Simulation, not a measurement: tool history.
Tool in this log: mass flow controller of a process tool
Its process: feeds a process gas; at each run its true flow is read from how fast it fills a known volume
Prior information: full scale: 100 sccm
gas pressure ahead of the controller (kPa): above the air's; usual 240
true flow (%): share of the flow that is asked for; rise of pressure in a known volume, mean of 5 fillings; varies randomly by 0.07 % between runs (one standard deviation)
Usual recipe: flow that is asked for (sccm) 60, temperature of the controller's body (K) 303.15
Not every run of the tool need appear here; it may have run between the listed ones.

run,hour,flow that is asked for (sccm),gas pressure ahead of the controller (kPa),temperature of the controller's body (K),true flow (%)
1,0,60,240,303.15,99.35
2,276.2,60,255,303.15,99.36
3,518.4,60,255,303.15,99.49
4,850.2,35,240,303.15,98.87
5,1075.3,35,184,303.15,98.55
6,1328.9,35,184,303.15,98.39
7,1803.6,20,240,303.15,98.72
8,2264.9,98,240,303.15,100.08
9,2670.4,60,160,303.15,98.94
# hour 2927: controller's zero set anew
10,3003.1,60,160,303.15,98.79
11,3402.7,60,264,303.15,99.55
# hour 3491.6: controller exchanged for a calibrated one
12,3665.8,60,264,303.15,99.4

For run 13, what comes out?
13,4129,60,240,299.15,?

{"run 13": {"true flow (%)": 99.39}}
With the hidden condition absent and the run-to-run variation left alone, this run would have shown true flow (%) 99.39.
